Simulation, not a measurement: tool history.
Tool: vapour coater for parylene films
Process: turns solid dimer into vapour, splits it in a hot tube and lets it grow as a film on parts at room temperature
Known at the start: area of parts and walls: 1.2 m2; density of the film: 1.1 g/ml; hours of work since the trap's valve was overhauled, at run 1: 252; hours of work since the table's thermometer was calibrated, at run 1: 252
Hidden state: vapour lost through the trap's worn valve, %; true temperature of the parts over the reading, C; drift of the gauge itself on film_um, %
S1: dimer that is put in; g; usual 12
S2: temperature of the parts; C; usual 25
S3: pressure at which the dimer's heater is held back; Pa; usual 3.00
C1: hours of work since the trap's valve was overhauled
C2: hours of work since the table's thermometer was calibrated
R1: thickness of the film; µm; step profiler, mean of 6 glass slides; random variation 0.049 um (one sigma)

| run | hour | S1 | S2 | S3 | C1 | C2 | R1 |
|---|---|---|---|---|---|---|---|
| 1 | 0.0 | 12 | 25 | 3.00 | 252 | 252 | 5.26 |
| 2 | 10.1 | 12 | 25 | 3.00 | 259 | 259 | 5.18 |
| 3 | 18.7 | 12 | 25 | 3.00 | 264 | 264 | 5.15 |
| 4 | 32.6 | 12 | 25 | 3.00 | 273 | 273 | 5.16 |
| 5 | 46.6 | 12 | 25 | 3.00 | 283 | 283 | 5.17 |
| 6 | 61.6 | 12 | 31 | 3.00 | 293 | 293 | 4.74 |
| 7 | 72.3 | 7 | 34 | 3.88 | 300 | 300 | 2.45 |
| 8 | 79.3 | 20 | 20 | 4.52 | 304 | 304 | 8.52 |
| 9 | 88.4 | 7 | 25 | 3.00 | 310 | 310 | 2.92 |
| 10 | 95.5 | 13 | 28 | 5.77 | 315 | 315 | 4.57 |
| 11 | 110.2 | 9 | 35 | 5.95 | 325 | 325 | 2.87 |

5 ways to go on from here, each from the tool as it stands after run 11. What would each give?
| A | 125.0 | 7 | 25 | 3.00 | 334 | 334 | ? |
| B | 125.0 | 9 | 17 | 5.95 | 334 | 334 | ? |
| C | 125.0 | 19 | 24 | 4.08 | 334 | 334 | ? |
| D | 125.0 | 9 | 25 | 3.00 | 334 | 334 | ? |
| E | 125.0 | 13 | 25 | 3.00 | 334 | 334 | ? |

| run | R1 |
|---|---|
| A | 3.01 |
| B | 3.78 |
| C | 7.68 |
| D | 3.82 |
| E | 5.46 |
Without the tool's hidden state the same runs would have given:
| run | R1 |
|---|---|
| A | 3.32 |
| B | 4.16 |
| C | 8.46 |
| D | 4.21 |
| E | 6.02 |

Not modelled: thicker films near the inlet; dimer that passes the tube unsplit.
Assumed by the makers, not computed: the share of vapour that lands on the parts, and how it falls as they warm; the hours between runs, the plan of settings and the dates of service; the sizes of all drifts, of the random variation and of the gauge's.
